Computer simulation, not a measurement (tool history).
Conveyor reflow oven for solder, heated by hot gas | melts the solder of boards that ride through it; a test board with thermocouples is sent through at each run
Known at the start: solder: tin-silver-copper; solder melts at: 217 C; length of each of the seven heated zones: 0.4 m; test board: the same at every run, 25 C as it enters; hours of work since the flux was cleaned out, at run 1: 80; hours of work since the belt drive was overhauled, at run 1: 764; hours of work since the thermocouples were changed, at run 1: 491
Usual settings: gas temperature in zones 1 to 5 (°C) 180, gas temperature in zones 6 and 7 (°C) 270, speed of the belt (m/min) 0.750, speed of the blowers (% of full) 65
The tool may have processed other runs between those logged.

run,hour,gas temperature in zones 1 to 5 (°C),gas temperature in zones 6 and 7 (°C),speed of the belt (m/min),speed of the blowers (% of full),hours of work since the flux was cleaned out,hours of work since the belt drive was overhauled,hours of work since the thermocouples were changed,highest temperature of the board (°C),time above the solder's melting point (s)
1,0.0,180,270,0.750,65,80,764,491,249.7,47.9
2,69.3,180,270,0.750,65,128,812,539,248.8,47.2
3,129.7,180,270,0.750,65,170,854,581,249.3,47.5
4,204.6,180,270,0.750,65,222,906,633,249.0,47.0
# hour 234.1: flux residue cleaned out of gas plates and filters
5,242.6,180,270,0.750,65,6,929,656,250.2,49.0
6,312.4,180,270,0.750,65,54,977,704,250.3,48.3
# hour 338.8: belt drive overhauled, speed set with a stopwatch
7,364.8,180,270,0.750,65,88,18,738,248.7,46.2
8,411.0,180,270,0.750,65,120,50,770,248.5,45.7
9,482.5,180,270,0.750,65,170,100,820,247.8,45.8
10,517.4,180,270,0.750,65,194,124,844,247.5,45.4
11,571.6,180,270,0.747,65,231,161,881,248.0,45.4
# hour 588.8: flux residue cleaned out of gas plates and filters
12,625.0,180,270,0.750,65,25,195,915,248.9,47.5
13,700.7,180,279,0.744,72,78,248,967,258.2,53.0
14,763.3,180,279,0.744,72,121,291,1011,257.1,52.9
15,806.3,180,279,0.744,72,151,321,1041,257.4,52.4
16,856.9,180,260,0.744,72,186,356,1076,241.3,41.7
17,912.7,175,282,0.615,72,225,395,1115,264.8,67.6
# hour 936.4: flux residue cleaned out of gas plates and filters
18,961.7,175,282,0.615,72,18,425,1145,266.5,68.6
19,993.8,171,270,0.645,72,40,447,1167,254.0,57.1
20,1033.1,180,262,0.613,65,67,475,1195,248.3,58.9
21,1085.4,180,270,0.750,62,103,511,1231,247.4,46.1
# hour 1093.2: thermocouples of zones 6 and 7 changed
22,1141.1,177,270,0.750,62,141,548,33,248.1,45.5
23,1212.1,180,269,0.751,85,190,597,82,252.6,50.8
24,1262.2,180,265,0.786,85,225,632,117,247.6,44.9

Entry by entry between the runs, the difference in hidden state between the last listed run before and the first listed run after:
Between runs 4 and 5: flux residue cleaned out of gas plates and filters (hour 234.1)
  heat that the gas passes to the board, % of a clean oven's: 91.8 -> 98.7; belt's true speed, % of the reading: 97.53 -> 97.47; true gas temperature in zones 6 and 7 over the reading, C: -1.12 -> -1.16
  measured less the result without the state, highest temperature of the board (°C): -2.3 -> -0.4; time above the solder's melting point (s): -0.7 -> +1.1
Between runs 6 and 7: belt drive overhauled, speed set with a stopwatch (hour 338.8)
  heat that the gas passes to the board, % of a clean oven's: 97.1 -> 95.9; belt's true speed, % of the reading: 97.34 -> 99.83; true gas temperature in zones 6 and 7 over the reading, C: -1.24 -> -1.3
  measured less the result without the state, highest temperature of the board (°C): -0.8 -> -2.1; time above the solder's melting point (s): +0.7 -> -1.6
Between runs 11 and 12: flux residue cleaned out of gas plates and filters (hour 588.8)
  heat that the gas passes to the board, % of a clean oven's: 91.4 -> 98.4; belt's true speed, % of the reading: 99.45 -> 99.35; true gas temperature in zones 6 and 7 over the reading, C: -1.53 -> -1.59
  measured less the result without the state, highest temperature of the board (°C): -3.4 -> -1.5; time above the solder's melting point (s): -2.6 -> -0.7
Between runs 17 and 18: flux residue cleaned out of gas plates and filters (hour 936.4)
  heat that the gas passes to the board, % of a clean oven's: 91.6 -> 99.1; belt's true speed, % of the reading: 98.8 -> 98.72; true gas temperature in zones 6 and 7 over the reading, C: -1.93 -> -1.98
  measured less the result without the state, highest temperature of the board (°C): -3.5 -> -1.6; time above the solder's melting point (s): -1.0 -> +0.2
Between runs 21 and 22: thermocouples of zones 6 and 7 changed (hour 1093.2)
  heat that the gas passes to the board, % of a clean oven's: 96.3 -> 95; belt's true speed, % of the reading: 98.49 -> 98.39; true gas temperature in zones 6 and 7 over the reading, C: -2.13 -> -0.13
  measured less the result without the state, highest temperature of the board (°C): -2.2 -> -0.8; time above the solder's melting point (s): -0.9 -> -0.1
